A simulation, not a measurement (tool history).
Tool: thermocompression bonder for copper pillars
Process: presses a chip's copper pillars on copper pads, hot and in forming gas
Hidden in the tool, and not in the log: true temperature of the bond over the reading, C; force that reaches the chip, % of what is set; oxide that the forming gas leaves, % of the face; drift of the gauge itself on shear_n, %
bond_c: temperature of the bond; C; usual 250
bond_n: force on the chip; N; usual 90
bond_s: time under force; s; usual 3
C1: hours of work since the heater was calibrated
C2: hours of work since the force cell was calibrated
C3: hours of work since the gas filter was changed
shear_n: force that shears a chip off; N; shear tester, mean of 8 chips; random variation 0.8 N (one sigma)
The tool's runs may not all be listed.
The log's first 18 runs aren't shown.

run 19 hour=122.4 | bond_c=249 bond_n=90 bond_s=9 | C1=244 C2=505 C3=44 | shear_n=82.7
run 20 hour=127.6 | bond_c=231 bond_n=70 bond_s=2 | C1=248 C2=509 C3=48 | shear_n=31.3
run 21 hour=134.2 | bond_c=231 bond_n=70 bond_s=2 | C1=253 C2=514 C3=53 | shear_n=31.7
run 22 hour=143 | bond_c=231 bond_n=70 bond_s=2 | C1=259 C2=521 C3=59 | shear_n=31.6
run 23 hour=148.7 | bond_c=231 bond_n=70 bond_s=2 | C1=264 C2=525 C3=64 | shear_n=31.7
run 24 hour=154.4 | bond_c=277 bond_n=69 bond_s=2 | C1=268 C2=530 C3=68 | shear_n=52.4
run 25 hour=161 | bond_c=278 bond_n=125 bond_s=7 | C1=273 C2=535 C3=73 | shear_n=108.4
run 26 hour=167.5 | bond_c=278 bond_n=125 bond_s=7 | C1=278 C2=540 C3=78 | shear_n=108
run 27 hour=171.6 | bond_c=255 bond_n=110 bond_s=3 | C1=281 C2=543 C3=81 | shear_n=69.9
run 28 hour=177.4 | bond_c=255 bond_n=110 bond_s=3 | C1=286 C2=547 C3=86 | shear_n=71.9
run 29 hour=186.8 | bond_c=250 bond_n=90 bond_s=4 | C1=293 C2=554 C3=93 | shear_n=63.8
run 30 hour=193 | bond_c=250 bond_n=90 bond_s=4 | C1=298 C2=559 C3=98 | shear_n=63.1
run 31 hour=200.1 | bond_c=241 bond_n=90 bond_s=3 | C1=303 C2=565 C3=103 | shear_n=52.4
run 32 hour=206.2 | bond_c=259 bond_n=134 bond_s=3 | C1=308 C2=569 C3=108 | shear_n=82.1
run 33 hour=214.3 | bond_c=255 bond_n=134 bond_s=3 | C1=314 C2=576 C3=114 | shear_n=80.4
run 34 hour=220.2 | bond_c=277 bond_n=107 bond_s=3 | C1=319 C2=580 C3=119 | shear_n=81.4
run 35 hour=229 | bond_c=277 bond_n=107 bond_s=3 | C1=325 C2=587 C3=125 | shear_n=79.8

Forecast run 36:
run 36 hour=237.8 | bond_c=277 bond_n=107 bond_s=3 | C1=332 C2=594 C3=132 | shear_n=?

shear_n: 82.4 N
Without the tool's hidden state the same run would have given shear_n 90.2 N.
